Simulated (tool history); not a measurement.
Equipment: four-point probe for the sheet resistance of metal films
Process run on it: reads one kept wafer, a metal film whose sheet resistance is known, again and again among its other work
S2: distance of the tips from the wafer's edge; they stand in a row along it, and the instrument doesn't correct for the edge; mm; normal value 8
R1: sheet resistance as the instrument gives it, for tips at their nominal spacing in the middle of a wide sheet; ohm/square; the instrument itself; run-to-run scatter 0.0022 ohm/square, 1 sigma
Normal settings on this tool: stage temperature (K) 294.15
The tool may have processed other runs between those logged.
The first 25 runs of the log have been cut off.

-- hour=1292.4 stage's thermometer calibrated
run 26 hour=1317.2 | stage_temperature_(K)=306.15 S2=10 | R1=10.688939
run 27 hour=1395.6 | stage_temperature_(K)=292.15 S2=10 | R1=10.813924
run 28 hour=1434.7 | stage_temperature_(K)=292.15 S2=10 | R1=10.816511
run 29 hour=1512.3 | stage_temperature_(K)=293.15 S2=33 | R1=10.753544
run 30 hour=1564.0 | stage_temperature_(K)=294.15 S2=7 | R1=10.849247
run 31 hour=1644.3 | stage_temperature_(K)=292.15 S2=7 | R1=10.873975
run 32 hour=1686.0 | stage_temperature_(K)=298.15 S2=4 | R1=11.041380
run 33 hour=1740.0 | stage_temperature_(K)=292.15 S2=16 | R1=10.774844
run 34 hour=1820.4 | stage_temperature_(K)=301.15 S2=35 | R1=10.675792
run 35 hour=1881.7 | stage_temperature_(K)=299.15 S2=53 | R1=10.686939
run 36 hour=1941.8 | stage_temperature_(K)=299.15 S2=53 | R1=10.688020
run 37 hour=2012.9 | stage_temperature_(K)=299.15 S2=53 | R1=10.689203
run 38 hour=2092.5 | stage_temperature_(K)=296.15 S2=15 | R1=10.738376
run 39 hour=2155.2 | stage_temperature_(K)=294.15 S2=27 | R1=10.739754
run 40 hour=2234.0 | stage_temperature_(K)=293.15 S2=27 | R1=10.750656
run 41 hour=2280.8 | stage_temperature_(K)=293.15 S2=27 | R1=10.747806
run 42 hour=2342.6 | stage_temperature_(K)=307.15 S2=9 | R1=10.677508
run 43 hour=2382.6 | stage_temperature_(K)=305.15 S2=28 | R1=10.640494
run 44 hour=2453.3 | stage_temperature_(K)=305.15 S2=28 | R1=10.638939
run 45 hour=2506.0 | stage_temperature_(K)=306.15 S2=47 | R1=10.621809

Here are 3 independent what-if runs from the current tool condition. What would each one return?
run A hour=2587.3 | stage_temperature_(K)=300.15 S2=22 | R1=?
run B hour=2587.3 | stage_temperature_(K)=296.15 S2=12 | R1=?
run C hour=2587.3 | stage_temperature_(K)=297.15 S2=7 | R1=?

run=A R1=10.686149
run=B R1=10.752843
run=C R1=10.820678
Without the tool's unlogged condition, the same runs would have read:
run=A R1=10.801310
run=B R1=10.868659
run=C R1=10.937167
